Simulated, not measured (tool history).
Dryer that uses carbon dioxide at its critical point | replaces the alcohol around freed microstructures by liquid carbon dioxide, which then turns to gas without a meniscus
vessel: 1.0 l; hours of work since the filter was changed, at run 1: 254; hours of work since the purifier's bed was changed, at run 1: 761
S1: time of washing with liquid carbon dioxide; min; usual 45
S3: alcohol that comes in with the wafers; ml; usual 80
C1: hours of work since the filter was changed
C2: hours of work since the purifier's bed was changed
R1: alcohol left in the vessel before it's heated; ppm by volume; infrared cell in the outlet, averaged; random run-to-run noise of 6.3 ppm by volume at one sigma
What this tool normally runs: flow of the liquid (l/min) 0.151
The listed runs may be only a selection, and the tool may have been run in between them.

{"run": 1, "hour": 0.0, "S1": 45, "flow of the liquid (l/min)": 0.151, "S3": 80, "C1": 254, "C2": 761, "R1": 363}
{"run": 2, "hour": 37.8, "S1": 45, "flow of the liquid (l/min)": 0.151, "S3": 30, "C1": 277, "C2": 784, "R1": 166}
{"run": 3, "hour": 76.8, "S1": 45, "flow of the liquid (l/min)": 0.136, "S3": 30, "C1": 301, "C2": 808, "R1": 266}
{"run": 4, "hour": 110.7, "S1": 47, "flow of the liquid (l/min)": 0.151, "S3": 80, "C1": 321, "C2": 828, "R1": 319}
{"run": 5, "hour": 153.5, "S1": 47, "flow of the liquid (l/min)": 0.151, "S3": 80, "C1": 347, "C2": 854, "R1": 331}
{"hour": 167.8, "done": "inlet filter changed"}
{"run": 6, "hour": 198.0, "S1": 47, "flow of the liquid (l/min)": 0.151, "S3": 80, "C1": 18, "C2": 880, "R1": 267}
{"run": 7, "hour": 232.7, "S1": 47, "flow of the liquid (l/min)": 0.151, "S3": 80, "C1": 39, "C2": 901, "R1": 259}
{"run": 8, "hour": 256.1, "S1": 45, "flow of the liquid (l/min)": 0.151, "S3": 80, "C1": 53, "C2": 915, "R1": 333}
{"hour": 275.0, "done": "purifier's bed changed"}
{"run": 9, "hour": 287.6, "S1": 45, "flow of the liquid (l/min)": 0.145, "S3": 80, "C1": 70, "C2": 8, "R1": 358}
{"run": 10, "hour": 324.4, "S1": 45, "flow of the liquid (l/min)": 0.145, "S3": 80, "C1": 92, "C2": 30, "R1": 353}
{"run": 11, "hour": 350.9, "S1": 45, "flow of the liquid (l/min)": 0.151, "S3": 80, "C1": 108, "C2": 46, "R1": 295}
{"run": 12, "hour": 369.6, "S1": 45, "flow of the liquid (l/min)": 0.151, "S3": 80, "C1": 120, "C2": 57, "R1": 306}
{"run": 13, "hour": 405.8, "S1": 45, "flow of the liquid (l/min)": 0.151, "S3": 80, "C1": 141, "C2": 79, "R1": 304}
{"run": 14, "hour": 441.0, "S1": 45, "flow of the liquid (l/min)": 0.151, "S3": 80, "C1": 162, "C2": 100, "R1": 319}
{"run": 15, "hour": 466.9, "S1": 45, "flow of the liquid (l/min)": 0.151, "S3": 80, "C1": 178, "C2": 115, "R1": 328}
{"run": 16, "hour": 487.2, "S1": 45, "flow of the liquid (l/min)": 0.194, "S3": 80, "C1": 190, "C2": 128, "R1": 86}
{"run": 17, "hour": 519.5, "S1": 45, "flow of the liquid (l/min)": 0.194, "S3": 80, "C1": 210, "C2": 147, "R1": 81}
{"run": 18, "hour": 559.7, "S1": 45, "flow of the liquid (l/min)": 0.194, "S3": 80, "C1": 234, "C2": 171, "R1": 91}
{"run": 19, "hour": 587.8, "S1": 63, "flow of the liquid (l/min)": 0.151, "S3": 80, "C1": 251, "C2": 188, "R1": 52}
{"run": 20, "hour": 623.2, "S1": 63, "flow of the liquid (l/min)": 0.151, "S3": 80, "C1": 272, "C2": 209, "R1": 49}
{"run": 21, "hour": 646.0, "S1": 70, "flow of the liquid (l/min)": 0.151, "S3": 80, "C1": 286, "C2": 223, "R1": 36}
{"run": 22, "hour": 683.4, "S1": 45, "flow of the liquid (l/min)": 0.151, "S3": 80, "C1": 308, "C2": 245, "R1": 355}
{"run": 23, "hour": 722.2, "S1": 45, "flow of the liquid (l/min)": 0.151, "S3": 80, "C1": 331, "C2": 269, "R1": 364}
{"run": 24, "hour": 755.3, "S1": 52, "flow of the liquid (l/min)": 0.119, "S3": 117, "C1": 351, "C2": 289, "R1": 853}
{"hour": 763.2, "done": "inlet filter changed"}
{"run": 25, "hour": 793.4, "S1": 69, "flow of the liquid (l/min)": 0.234, "S3": 117, "C1": 18, "C2": 311, "R1": 24}
{"run": 26, "hour": 835.6, "S1": 69, "flow of the liquid (l/min)": 0.234, "S3": 117, "C1": 44, "C2": 336, "R1": 23}
{"run": 27, "hour": 862.7, "S1": 28, "flow of the liquid (l/min)": 0.096, "S3": 117, "C1": 60, "C2": 353, "R1": 12445}
{"run": 28, "hour": 890.2, "S1": 28, "flow of the liquid (l/min)": 0.096, "S3": 117, "C1": 76, "C2": 369, "R1": 12314}
{"run": 29, "hour": 921.4, "S1": 46, "flow of the liquid (l/min)": 0.176, "S3": 23, "C1": 95, "C2": 388, "R1": 64}
{"run": 30, "hour": 960.7, "S1": 46, "flow of the liquid (l/min)": 0.176, "S3": 23, "C1": 119, "C2": 412, "R1": 55}
{"run": 31, "hour": 983.3, "S1": 48, "flow of the liquid (l/min)": 0.112, "S3": 67, "C1": 132, "C2": 425, "R1": 811}
{"run": 32, "hour": 1017.8, "S1": 28, "flow of the liquid (l/min)": 0.112, "S3": 67, "C1": 153, "C2": 446, "R1": 5099}
{"run": 33, "hour": 1052.4, "S1": 45, "flow of the liquid (l/min)": 0.154, "S3": 54, "C1": 174, "C2": 467, "R1": 221}
{"run": 34, "hour": 1076.9, "S1": 45, "flow of the liquid (l/min)": 0.154, "S3": 54, "C1": 189, "C2": 481, "R1": 215}
{"run": 35, "hour": 1121.9, "S1": 45, "flow of the liquid (l/min)": 0.154, "S3": 23, "C1": 216, "C2": 508, "R1": 110}
{"run": 36, "hour": 1165.3, "S1": 47, "flow of the liquid (l/min)": 0.151, "S3": 37, "C1": 242, "C2": 535, "R1": 162}
{"run": 37, "hour": 1208.0, "S1": 47, "flow of the liquid (l/min)": 0.151, "S3": 52, "C1": 267, "C2": 560, "R1": 204}
{"run": 38, "hour": 1244.8, "S1": 48, "flow of the liquid (l/min)": 0.241, "S3": 91, "C1": 290, "C2": 582, "R1": 46}
{"run": 39, "hour": 1279.5, "S1": 48, "flow of the liquid (l/min)": 0.241, "S3": 91, "C1": 310, "C2": 603, "R1": 43}
{"run": 40, "hour": 1300.5, "S1": 48, "flow of the liquid (l/min)": 0.241, "S3": 91, "C1": 323, "C2": 616, "R1": 52}
{"run": 41, "hour": 1327.5, "S1": 59, "flow of the liquid (l/min)": 0.214, "S3": 33, "C1": 339, "C2": 632, "R1": 34}
{"run": 42, "hour": 1349.8, "S1": 60, "flow of the liquid (l/min)": 0.106, "S3": 33, "C1": 353, "C2": 645, "R1": 246}
{"hour": 1353.4, "done": "inlet filter changed"}
{"run": 43, "hour": 1387.7, "S1": 45, "flow of the liquid (l/min)": 0.135, "S3": 80, "C1": 21, "C2": 668, "R1": 519}
{"run": 44, "hour": 1416.7, "S1": 36, "flow of the liquid (l/min)": 0.132, "S3": 100, "C1": 38, "C2": 685, "R1": 1875}
{"run": 45, "hour": 1438.1, "S1": 29, "flow of the liquid (l/min)": 0.151, "S3": 81, "C1": 51, "C2": 698, "R1": 2147}
{"run": 46, "hour": 1481.8, "S1": 29, "flow of the liquid (l/min)": 0.159, "S3": 56, "C1": 77, "C2": 724, "R1": 1268}

Each row is a separate what-if for the run after 46, all from the same tool condition, not one after another. Results?
{"run": "A", "hour": 1515.4, "S1": 69, "flow of the liquid (l/min)": 0.151, "S3": 63, "C1": 97, "C2": 744, "R1": "?"}
{"run": "B", "hour": 1515.4, "S1": 68, "flow of the liquid (l/min)": 0.159, "S3": 56, "C1": 97, "C2": 744, "R1": "?"}
{"run": "C", "hour": 1515.4, "S1": 47, "flow of the liquid (l/min)": 0.159, "S3": 54, "C1": 97, "C2": 744, "R1": "?"}
{"run": "D", "hour": 1515.4, "S1": 71, "flow of the liquid (l/min)": 0.092, "S3": 113, "C1": 97, "C2": 744, "R1": "?"}

run=A R1=59
run=B R1=47
run=C R1=156
run=D R1=534
Take away the tool's hidden state, keep each run's random variation, and the runs would have read:
run=A R1=17
run=B R1=6
run=C R1=105
run=D R1=447
